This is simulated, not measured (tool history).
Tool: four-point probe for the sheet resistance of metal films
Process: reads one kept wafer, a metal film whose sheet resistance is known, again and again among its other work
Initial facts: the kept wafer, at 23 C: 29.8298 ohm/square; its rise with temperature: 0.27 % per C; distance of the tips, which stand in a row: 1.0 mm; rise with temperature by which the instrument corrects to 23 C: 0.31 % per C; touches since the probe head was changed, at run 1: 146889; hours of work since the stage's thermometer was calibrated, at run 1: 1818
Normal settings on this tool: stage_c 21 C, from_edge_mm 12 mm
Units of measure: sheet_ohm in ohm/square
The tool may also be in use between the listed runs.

| run | hour | stage_c | from_edge_mm | touches since the probe head was changed | hours of work since the stage's thermometer was calibrated | sheet_ohm |
|---|---|---|---|---|---|---|
| 1 | 0.0 | 21 | 12 | 146889 | 1818 | 29.921917 |
| 2 | 98.8 | 21 | 12 | 151631 | 1889 | 29.916505 |
| 3 | 188.4 | 21 | 12 | 155935 | 1953 | 29.906889 |
|  | 245.2 | new probe head fitted |
| 4 | 257.0 | 21 | 12 | 566 | 2002 | 30.185269 |
| 5 | 382.7 | 21 | 12 | 6603 | 2092 | 30.164896 |
| 6 | 506.7 | 21 | 12 | 12556 | 2180 | 30.168428 |
| 7 | 586.7 | 28 | 12 | 16395 | 2237 | 30.066883 |
| 8 | 649.1 | 28 | 12 | 19392 | 2282 | 30.077044 |
| 9 | 718.9 | 21 | 67 | 22741 | 2332 | 30.052617 |
| 10 | 782.8 | 21 | 67 | 25808 | 2378 | 30.057940 |
| 11 | 872.5 | 21 | 67 | 30113 | 2442 | 30.050153 |
| 12 | 976.3 | 21 | 67 | 35100 | 2516 | 30.037467 |
| 13 | 1079.5 | 21 | 12 | 40050 | 2590 | 30.145254 |
| 14 | 1189.4 | 21 | 12 | 45328 | 2669 | 30.148273 |
| 15 | 1253.8 | 21 | 12 | 48417 | 2715 | 30.155907 |
| 16 | 1365.6 | 21 | 12 | 53788 | 2795 | 30.131887 |
|  | 1377.6 | stage's thermometer calibrated |
| 17 | 1452.8 | 21 | 12 | 57948 | 54 | 30.095277 |
| 18 | 1529.3 | 21 | 12 | 61621 | 109 | 30.099830 |
| 19 | 1584.2 | 21 | 12 | 64256 | 148 | 30.107192 |
| 20 | 1663.6 | 21 | 12 | 68065 | 205 | 30.098143 |
| 21 | 1724.1 | 27 | 12 | 70970 | 248 | 30.016110 |
| 22 | 1827.1 | 21 | 12 | 75918 | 322 | 30.090370 |
| 23 | 1930.4 | 21 | 12 | 80875 | 395 | 30.090585 |
| 24 | 2054.0 | 24 | 11 | 86807 | 484 | 30.063596 |
| 25 | 2164.1 | 24 | 11 | 92093 | 563 | 30.047345 |
| 26 | 2283.3 | 18 | 6 | 97816 | 648 | 30.445549 |
| 27 | 2383.3 | 18 | 6 | 102616 | 719 | 30.445218 |
| 28 | 2509.4 | 18 | 6 | 108671 | 810 | 30.445941 |
| 29 | 2635.8 | 18 | 6 | 114739 | 900 | 30.435101 |
| 30 | 2712.2 | 21 | 9 | 118404 | 955 | 30.145453 |
| 31 | 2793.7 | 24 | 6 | 122315 | 1013 | 30.343035 |
| 32 | 2919.5 | 24 | 6 | 128356 | 1103 | 30.341429 |
| 33 | 3026.1 | 24 | 6 | 133475 | 1179 | 30.335660 |
| 34 | 3083.6 | 24 | 34 | 136235 | 1220 | 29.917682 |
| 35 | 3190.8 | 24 | 34 | 141379 | 1297 | 29.910461 |
| 36 | 3258.8 | 18 | 24 | 144643 | 1346 | 30.004243 |
| 37 | 3324.5 | 33 | 10 | 147799 | 1393 | 29.923282 |
| 38 | 3409.6 | 20 | 6 | 151885 | 1454 | 30.377130 |
| 39 | 3487.9 | 20 | 6 | 155643 | 1510 | 30.375219 |
|  | 3554.7 | new probe head fitted |
| 40 | 3611.1 | 26 | 51 | 2706 | 1597 | 29.994280 |
| 41 | 3726.5 | 20 | 20 | 8248 | 1680 | 30.093289 |
| 42 | 3821.3 | 31 | 4 | 12795 | 1747 | 30.892247 |
| 43 | 3917.3 | 19 | 54 | 17405 | 1816 | 30.072353 |
| 44 | 4018.7 | 28 | 27 | 22274 | 1889 | 29.967123 |
| 45 | 4118.9 | 33 | 27 | 27082 | 1960 | 29.903170 |
| 46 | 4181.5 | 21 | 8 | 30090 | 2005 | 30.285802 |

Run by run, hidden condition taken away, random variation retained:
Hidden state at play: inner tips' distance over the nominal, %; tips' flats over new ones', %; wafer's true temperature over the reading, C; drift of the gauge itself on sheet_ohm, %.
| run | sheet_ohm |
|---|---|
| 1 | 29.969944 |
| 2 | 29.967803 |
| 3 | 29.961162 |
| 4 | 29.975640 |
| 5 | 29.959358 |
| 6 | 29.966787 |
| 7 | 29.869313 |
| 8 | 29.881390 |
| 9 | 29.858882 |
| 10 | 29.866377 |
| 11 | 29.861652 |
| 12 | 29.852616 |
| 13 | 29.963387 |
| 14 | 29.970461 |
| 15 | 29.980363 |
| 16 | 29.960309 |
| 17 | 29.957602 |
| 18 | 29.965040 |
| 19 | 29.974080 |
| 20 | 29.967847 |
| 21 | 29.888355 |
| 22 | 29.965409 |
| 23 | 29.969531 |
| 24 | 29.946964 |
| 25 | 29.934346 |
| 26 | 30.334944 |
| 27 | 30.337943 |
| 28 | 30.343116 |
| 29 | 30.337041 |
| 30 | 30.051002 |
| 31 | 30.250819 |
| 32 | 30.253696 |
| 33 | 30.251776 |
| 34 | 29.836859 |
| 35 | 29.833453 |
| 36 | 29.928871 |
| 37 | 29.850797 |
| 38 | 30.305823 |
| 39 | 30.306271 |
| 40 | 29.799777 |
| 41 | 29.902022 |
| 42 | 30.700564 |
| 43 | 29.887904 |
| 44 | 29.786968 |
| 45 | 29.726984 |
| 46 | 30.109174 |

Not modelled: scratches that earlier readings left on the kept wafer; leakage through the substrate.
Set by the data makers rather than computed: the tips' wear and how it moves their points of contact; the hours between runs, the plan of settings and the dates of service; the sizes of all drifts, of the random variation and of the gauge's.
